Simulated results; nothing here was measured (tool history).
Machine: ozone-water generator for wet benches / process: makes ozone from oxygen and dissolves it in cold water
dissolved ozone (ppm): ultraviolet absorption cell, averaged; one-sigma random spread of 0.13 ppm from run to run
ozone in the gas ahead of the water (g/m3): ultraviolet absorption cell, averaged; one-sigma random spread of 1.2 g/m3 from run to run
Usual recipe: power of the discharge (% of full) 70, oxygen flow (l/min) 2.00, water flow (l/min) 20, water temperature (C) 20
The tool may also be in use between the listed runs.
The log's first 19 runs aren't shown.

run	hour	power of the discharge (% of full)	oxygen flow (l/min)	water flow (l/min)	water temperature (C)	dissolved ozone (ppm)	ozone in the gas ahead of the water (g/m3)
20	2123.9	69	2.85	20	24	11.6	151.1
21	2235.0	70	2.00	20	17	11.1	171.5
22	2337.0	70	2.00	20	17	10.9	169.7
23	2441.4	65	3.51	20	20	12.4	134.8
24	2518.8	65	3.51	20	20	12.4	133.9
25	2641.8	44	2.00	19	25	7.7	122.3
26	2747.4	44	2.00	19	25	7.7	120.5
27	2846.5	44	2.00	16	27	8.7	121.4
28	2981.5	63	2.85	16	15	14.1	135.0
29	3101.5	73	1.48	16	15	11.8	184.6
30	3216.2	73	2.25	20	20	11.0	163.6
31	3279.9	44	2.25	20	20	7.8	114.6
32	3340.0	44	2.25	20	20	7.9	112.8
33	3450.1	44	2.25	20	20	7.7	114.4

4 ways to go on from here, each from the tool as it stands after run 33. What would each give?
A	3556.5	70	1.88	29	15	?	?
B	3556.5	44	3.15	17	21	?	?
C	3556.5	70	3.57	20	25	?	?
D	3556.5	54	1.73	15	20	?	?

run	dissolved ozone (ppm)	ozone in the gas ahead of the water (g/m3)
A	6.7	163.8
B	9.8	101.6
C	11.4	132.9
D	10.3	140.8
Take away the tool's hidden state, keep each run's random variation, and the runs would have read:
run	dissolved ozone (ppm)	ozone in the gas ahead of the water (g/m3)
A	9.6	227.5
B	12.4	125.5
C	16.2	184.9
D	13.6	183.4
